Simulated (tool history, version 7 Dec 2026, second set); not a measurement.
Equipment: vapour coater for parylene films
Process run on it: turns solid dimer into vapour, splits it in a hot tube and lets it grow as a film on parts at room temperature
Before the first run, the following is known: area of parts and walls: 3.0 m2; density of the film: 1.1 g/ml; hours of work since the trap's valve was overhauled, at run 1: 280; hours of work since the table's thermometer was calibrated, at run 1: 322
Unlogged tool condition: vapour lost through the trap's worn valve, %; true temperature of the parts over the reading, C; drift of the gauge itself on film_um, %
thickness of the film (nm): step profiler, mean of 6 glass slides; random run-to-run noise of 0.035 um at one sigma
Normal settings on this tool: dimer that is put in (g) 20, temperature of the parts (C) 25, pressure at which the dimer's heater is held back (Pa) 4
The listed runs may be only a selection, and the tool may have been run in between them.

run,day,dimer that is put in (g),temperature of the parts (C),pressure at which the dimer's heater is held back (Pa),hours of work since the trap's valve was overhauled,hours of work since the table's thermometer was calibrated,thickness of the film (nm)
1,0,20,25,4,280,322,3310
2,0.346,20,25,4,285,327,3300
3,0.717,20,25,4,290,332,3280
4,1.117,20,25,4,295,337,3300
5,1.496,20,25,4,300,343,3340
6,1.829,20,25,4,305,347,3310
7,2.271,20,25,4,311,353,3260
8,2.771,20,25,4,318,360,3210
9,3.317,20,21,4,325,367,3520
10,3.712,20,21,4,331,373,3610
11,4.188,20,21,4,337,379,3560
12,4.562,20,25,4,342,384,3320
# day 4.646: table's thermometer calibrated
13,4.867,10,25,4,346,3,1650
14,5.15,10,25,4,350,7,1660
15,5.754,17,35,4,358,15,2150
16,6.029,17,35,4,362,19,2220
17,6.312,12,35,4,365,23,1580
# day 6.512: table's thermometer calibrated, once more
18,6.9,12,35,4,373,5,1520
19,7.233,13,33,4,377,10,1760
20,7.604,22,33,11.88,382,15,2760
21,7.908,20,25,5.73,387,19,3170
22,8.279,14,19,8.64,392,24,2410
23,8.662,14,36,8.64,397,29,1650
24,9.225,24,30,4,405,37,3420
25,9.542,22,18,5.36,409,41,4010
26,10.15,35,21,4.1,417,50,6110
27,10.504,35,21,4.1,422,54,6180

How the hidden state differs across the entries between the runs, from the last listed run before each to the first after it:
Runs 12 to 13: table's thermometer calibrated (day 4.646)
  vapour lost through the trap's worn valve, %: 7.7 -> 7.8; true temperature of the parts over the reading, C: -0.07 -> -0.09
  measured minus no-state result, thickness of the film (nm): -270 -> -140
Runs 17 to 18: table's thermometer calibrated, once more (day 6.512)
  vapour lost through the trap's worn valve, %: 8.2 -> 8.4; true temperature of the parts over the reading, C: -0.1 -> 0.07
  measured minus no-state result, thickness of the film (nm): -130 -> -140
